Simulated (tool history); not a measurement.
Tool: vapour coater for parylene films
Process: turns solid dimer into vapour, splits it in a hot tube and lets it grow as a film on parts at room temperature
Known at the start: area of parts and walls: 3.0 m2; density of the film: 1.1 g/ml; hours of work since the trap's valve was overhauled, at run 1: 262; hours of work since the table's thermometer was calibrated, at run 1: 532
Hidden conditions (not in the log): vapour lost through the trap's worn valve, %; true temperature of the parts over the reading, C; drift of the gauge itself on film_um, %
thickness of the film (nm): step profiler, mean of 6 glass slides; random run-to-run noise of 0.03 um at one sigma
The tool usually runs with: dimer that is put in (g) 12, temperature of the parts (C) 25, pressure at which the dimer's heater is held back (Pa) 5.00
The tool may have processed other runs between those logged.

run	hour	dimer that is put in (g)	temperature of the parts (C)	pressure at which the dimer's heater is held back (Pa)	hours of work since the trap's valve was overhauled	hours of work since the table's thermometer was calibrated	thickness of the film (nm)
1	0.0	12	25	5.00	262	532	2530
2	35.1	12	22	5.00	277	547	2810
3	84.5	12	25	5.00	299	569	2490
4	141.7	12	25	5.00	324	594	2420
5	207.6	12	25	5.00	352	623	2470
6	248.8	12	25	5.00	370	641	2390
7	288.4	12	25	5.00	388	658	2390
8	336.2	10	24	2.35	409	679	2250
# hour 397.8: trap's valve overhauled
9	399.2	21	28	5.00	1	705	4200
10	438.7	12	34	3.40	18	722	1950

Branching from run 10: 3 alternative next runs. What would each branch give?
A	470.7	11	25	5.00	32	736	?
B	470.7	10	21	3.07	32	736	?
C	470.7	15	37	3.50	32	736	?

run	thickness of the film (nm)
A	2480
B	2910
C	2070
Stripped of hidden state, with their random variation kept, the same runs would have yielded:
run	thickness of the film (nm)
A	2540
B	2970
C	2120
